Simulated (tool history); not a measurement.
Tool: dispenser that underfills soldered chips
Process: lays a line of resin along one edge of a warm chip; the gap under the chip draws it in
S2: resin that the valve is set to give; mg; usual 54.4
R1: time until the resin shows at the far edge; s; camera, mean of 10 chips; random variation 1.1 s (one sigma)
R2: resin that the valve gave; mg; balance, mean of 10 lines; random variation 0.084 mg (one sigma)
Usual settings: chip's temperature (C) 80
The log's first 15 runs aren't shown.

{"run": 16, "hour": 67.8, "chip's temperature (C)": 94, "S2": 54.4, "R1": 108.2, "R2": 53.28}
{"hour": 70.1, "done": "new syringe of resin"}
{"run": 17, "hour": 71.8, "chip's temperature (C)": 66, "S2": 54.4, "R1": 199.0, "R2": 53.22}
{"run": 18, "hour": 77.9, "chip's temperature (C)": 80, "S2": 54.4, "R1": 138.6, "R2": 53.0}
{"hour": 81.8, "done": "dispensing valve cleaned and set on the balance"}
{"run": 19, "hour": 83.9, "chip's temperature (C)": 90, "S2": 54.6, "R1": 112.3, "R2": 54.65}
{"run": 20, "hour": 87.2, "chip's temperature (C)": 75, "S2": 50.6, "R1": 231.3, "R2": 50.48}
{"hour": 89.2, "done": "new syringe of resin"}
{"run": 21, "hour": 90.8, "chip's temperature (C)": 75, "S2": 50.6, "R1": 137.2, "R2": 50.28}
{"run": 22, "hour": 93.5, "chip's temperature (C)": 80, "S2": 64.7, "R1": 120.7, "R2": 64.41}
{"run": 23, "hour": 97.1, "chip's temperature (C)": 80, "S2": 70.3, "R1": 136.8, "R2": 69.93}
{"run": 24, "hour": 102.2, "chip's temperature (C)": 80, "S2": 68.0, "R1": 165.8, "R2": 67.54}
{"run": 25, "hour": 106.4, "chip's temperature (C)": 80, "S2": 68.0, "R1": 190.7, "R2": 67.43}
{"hour": 107.4, "done": "new syringe of resin"}
{"run": 26, "hour": 112.6, "chip's temperature (C)": 73, "S2": 57.6, "R1": 171.5, "R2": 56.96}
{"run": 27, "hour": 117.3, "chip's temperature (C)": 66, "S2": 57.6, "R1": 277.0, "R2": 56.97}
{"run": 28, "hour": 123.3, "chip's temperature (C)": 66, "S2": 57.6, "R1": 343.8, "R2": 56.88}
{"hour": 125.8, "done": "new syringe of resin"}
{"run": 29, "hour": 128.6, "chip's temperature (C)": 67, "S2": 56.2, "R1": 201.8, "R2": 55.38}
{"run": 30, "hour": 132.4, "chip's temperature (C)": 67, "S2": 56.2, "R1": 229.9, "R2": 55.21}
{"run": 31, "hour": 137.0, "chip's temperature (C)": 72, "S2": 59.5, "R1": 219.9, "R2": 58.62}
{"run": 32, "hour": 140.8, "chip's temperature (C)": 72, "S2": 59.5, "R1": 252.7, "R2": 58.43}
{"hour": 144.0, "done": "new syringe of resin"}
{"run": 33, "hour": 147.3, "chip's temperature (C)": 94, "S2": 50.9, "R1": 71.0, "R2": 50.03}

Forecast run 34:
{"run": 34, "hour": 152.8, "chip's temperature (C)": 94, "S2": 50.9, "R1": "?", "R2": "?"}

{"run 34": {"R1": 86.0, "R2": 49.84}}
Without the tool's hidden state the same run would have given R1 60.6 s, R2 50.86 mg.

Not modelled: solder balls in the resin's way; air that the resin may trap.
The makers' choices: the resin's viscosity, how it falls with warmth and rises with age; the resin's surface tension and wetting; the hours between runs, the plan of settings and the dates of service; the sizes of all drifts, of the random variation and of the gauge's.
